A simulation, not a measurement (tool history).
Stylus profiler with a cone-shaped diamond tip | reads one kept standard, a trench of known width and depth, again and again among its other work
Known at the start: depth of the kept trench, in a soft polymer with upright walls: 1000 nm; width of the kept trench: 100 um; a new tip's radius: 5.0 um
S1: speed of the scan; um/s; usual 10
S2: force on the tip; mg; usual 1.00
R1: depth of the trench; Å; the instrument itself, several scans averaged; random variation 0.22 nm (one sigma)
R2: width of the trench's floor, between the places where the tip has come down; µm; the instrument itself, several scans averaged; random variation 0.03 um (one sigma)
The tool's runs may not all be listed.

run   hour  S1    S2       R1     R2
  1    0.0  10  1.00  10030.7  91.96
  2   54.1  20  1.00  10031.6  91.84
  3  128.5  20  1.00  10025.2  91.73
  4  176.1  20  1.00  10024.0  91.69
  5  227.7  10  1.00  10027.1  91.56
  6  300.3   7  1.08  10028.4  91.47
  7  337.3   7  1.08  10020.9  91.42
  8  407.4  21  1.35  10032.3  91.24
  9  464.0   4  1.77  10049.2  91.16
 10  494.7   5  1.03  10019.5  91.12

3 ways to go on from here, each from the tool as it stands after run 10. What would each give?
  A  527.5   3  0.52   ?   ?
  B  527.5  10  0.99   ?   ?
  C  527.5   7  1.15   ?   ?

run       R1     R2
  A   9993.6  91.05
  B  10018.8  91.12
  C  10024.5  91.10
Without the tool's hidden state the same runs would have given:
run       R1     R2
  A  10033.5  93.96
  B  10058.8  94.02
  C  10064.6  94.00

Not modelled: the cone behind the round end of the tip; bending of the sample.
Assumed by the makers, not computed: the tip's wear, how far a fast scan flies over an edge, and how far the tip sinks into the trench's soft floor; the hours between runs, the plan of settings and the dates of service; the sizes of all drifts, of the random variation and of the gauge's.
